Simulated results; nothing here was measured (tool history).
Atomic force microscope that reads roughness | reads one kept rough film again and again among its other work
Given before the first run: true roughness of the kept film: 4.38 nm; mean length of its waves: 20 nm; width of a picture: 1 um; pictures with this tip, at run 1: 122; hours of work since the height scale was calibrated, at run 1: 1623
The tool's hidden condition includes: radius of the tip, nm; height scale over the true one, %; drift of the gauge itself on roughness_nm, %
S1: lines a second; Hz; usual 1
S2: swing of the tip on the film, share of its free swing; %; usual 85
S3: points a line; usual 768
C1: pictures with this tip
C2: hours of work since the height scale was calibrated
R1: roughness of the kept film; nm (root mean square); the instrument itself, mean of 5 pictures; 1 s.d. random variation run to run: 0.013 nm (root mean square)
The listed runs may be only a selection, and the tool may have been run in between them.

run    hour    S1  S2   S3   C1    C2     R1
  1       0     1  85  768  122  1623   3.11
        5.2  -- new tip fitted
  2    46.3     1  85  273   56  1658  3.036
  3    99.6     1  85  273  127  1699  2.985
      103.9  -- new tip fitted
  4   147.1     1  85  768   59  1734  3.086
      199.1  -- new tip fitted
  5   205.1   1.4  85  768    8  1778   3.02
  6   264.8     1  85  263   88  1824  3.011
      294.7  -- new tip fitted
  7   317.6     1  85  263   31  1863  3.003
  8   352.3     1  85  307   78  1890  3.031
      391.9  -- new tip fitted
  9   416.6     1  85  307   34  1938  3.048
 10   470.3     1  85  307  106  1979  3.011
      490.3  -- new tip fitted
 11   505.7     1  85  307   21  2006  3.014
 12   534.6     1  85  307   60  2028  3.016
 13   573.5     1  85  307  112  2057  3.029
        588  -- new tip fitted
 14   600.8     1  85  307   17  2077  3.055
 15   656.6     1  85  768   93  2120  3.089
      683.3  -- new tip fitted
 16   708.7     1  85  768   34  2159  3.095
 17   755.6     1  85  768   97  2195  3.104
        782  -- new tip fitted
 18   796.4     1  85  768   20  2225  3.102
 19   857.7     1  85  768  102  2272  3.112
      877.7  -- new tip fitted
 20   917.1     1  85  768   53  2317  3.081
      973.8  -- new tip fitted
 21   976.7     1  67  768    4  2362  3.268
 22    1032     1  85  768   79  2404  3.101
     1071.3  -- new tip fitted
 23  1075.5     1  85  768    6  2437  3.099
 24  1101.2  1.88  85  768   40  2456  2.905
 25  1159.6  1.88  85  768  119  2500  2.909
     1168.8  -- new tip fitted
 26  1205.7  1.18  85  768   49  2535  3.084
 27  1240.7  2.19  75  269   97  2562   2.93
     1262.6  -- height scale calibrated on a step standard
     1267.2  -- new tip fitted
 28  1304.4     1  68  768   50    31   3.26
 29  1338.3     1  72  563   96    57  3.197
     1362.6  -- new tip fitted
 30  1390.5     1  79  603   38    97  3.144
 31  1435.9     1  79  603   99   131  3.151
     1460.6  -- new tip fitted
 32  1470.9     1  79  603   14   157  3.162
 33  1521.9  2.02  82  366   83   196  2.893
     1559.9  -- new tip fitted
 34  1559.9  1.14  66  351    0   225  3.208
 35    1595  1.14  66  351   48   251  3.176
 36  1652.7  1.14  66  351  125   295  3.177
     1658.2  -- new tip fitted
 37    1704     1  89  373   62   334  3.025
 38  1744.2     1  89  373  116   364  2.999
     1755.1  -- new tip fitted
 39  1770.4     1  89  373   21   384  3.043
 40  1798.6     1  89  373   59   405      3
     1851.5  -- new tip fitted
 41  1858.8  1.78  70  969   10   451  3.175
 42  1916.8  1.78  70  969   88   495  3.138
     1947.7  -- new tip fitted
 43  1947.7  0.91  85  439    0   518  3.112
 44    1999  0.91  85  753   69   557  3.115
 45  2025.8     2  85  642  105   577  2.893
     2045.2  -- new tip fitted
 46    2060  2.46  85  529   20   603  2.787
 47  2122.8  2.46  88  275  104   651  2.681
     2141.2  -- new tip fitted
 48    2184  2.46  88  275   57   697   2.68
 49  2224.4  0.53  60  322  112   728  3.229
     2240.1  -- new tip fitted
 50  2286.7  0.53  60  322   63   775  3.222
 51  2319.4  0.53  60  322  107   799  3.217

Forecast each of these 4 alternatives for the next run:
     2336.4  -- new tip fitted
  A  2347.7   0.6  85  768  15  820   ?
     2336.4  -- new tip fitted
  B  2347.7     1  61  702  15  820   ?
     2336.4  -- new tip fitted
  C  2347.7  1.07  60  322  15  820   ?
     2336.4  -- new tip fitted
  D  2347.7  1.52  57  768  15  820   ?

run     R1
  A  3.193
  B  3.284
  C  3.243
  D  3.257
Without the tool's unlogged condition, the same runs would have read:
run     R1
  A  3.195
  B  3.286
  C  3.245
  D  3.259

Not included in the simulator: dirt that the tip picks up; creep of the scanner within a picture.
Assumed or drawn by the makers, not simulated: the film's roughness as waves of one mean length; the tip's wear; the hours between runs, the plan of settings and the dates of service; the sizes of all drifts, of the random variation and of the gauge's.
